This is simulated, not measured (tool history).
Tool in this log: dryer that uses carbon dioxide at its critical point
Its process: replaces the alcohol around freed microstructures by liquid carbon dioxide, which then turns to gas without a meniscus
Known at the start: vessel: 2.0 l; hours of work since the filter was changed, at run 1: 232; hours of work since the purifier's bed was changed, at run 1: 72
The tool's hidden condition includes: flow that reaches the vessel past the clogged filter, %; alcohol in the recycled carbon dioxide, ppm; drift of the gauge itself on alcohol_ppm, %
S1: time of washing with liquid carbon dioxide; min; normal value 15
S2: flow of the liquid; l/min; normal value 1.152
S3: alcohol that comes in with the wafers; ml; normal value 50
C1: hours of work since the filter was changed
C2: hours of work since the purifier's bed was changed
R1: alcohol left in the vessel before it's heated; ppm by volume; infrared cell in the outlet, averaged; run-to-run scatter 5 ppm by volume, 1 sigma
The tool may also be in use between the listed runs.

run   hour  S1     S2   S3   C1   C2  R1
  1    0.0  15  1.152   50  232   72  41
  2   17.0  15  1.152   50  244   85  41
  3   27.7  15  1.152   50  252   92  37
  4   42.8  15  1.152   50  262  103  43
  5   57.2  15  1.152   50  273  113  53
  6   65.0  15  1.152   50  278  119  54
  7   79.4  15  1.152   50  289  129  48
  8   96.4  12  1.410  108  301  141  80
  9  106.8  24  1.152  114  308  149  35
 10  118.1  14  1.200   53  316  157  69
 11  128.9  15  1.152   21  324  165  57
     137.6  -- inlet filter changed
 12  146.8  15  1.660   27    7  177  37

Branching from run 12: 3 alternative next runs. What would each branch give?
  A  158.9  15  0.870  40  15  185   ?
  B  158.9  19  0.860  59  15  185   ?
  C  158.9  15  1.660  34  15  185   ?

run   R1
  A  126
  B   66
  C   37
With no hidden state in the tool, these same runs would have given:
run  R1
  A  83
  B  27
  C   0
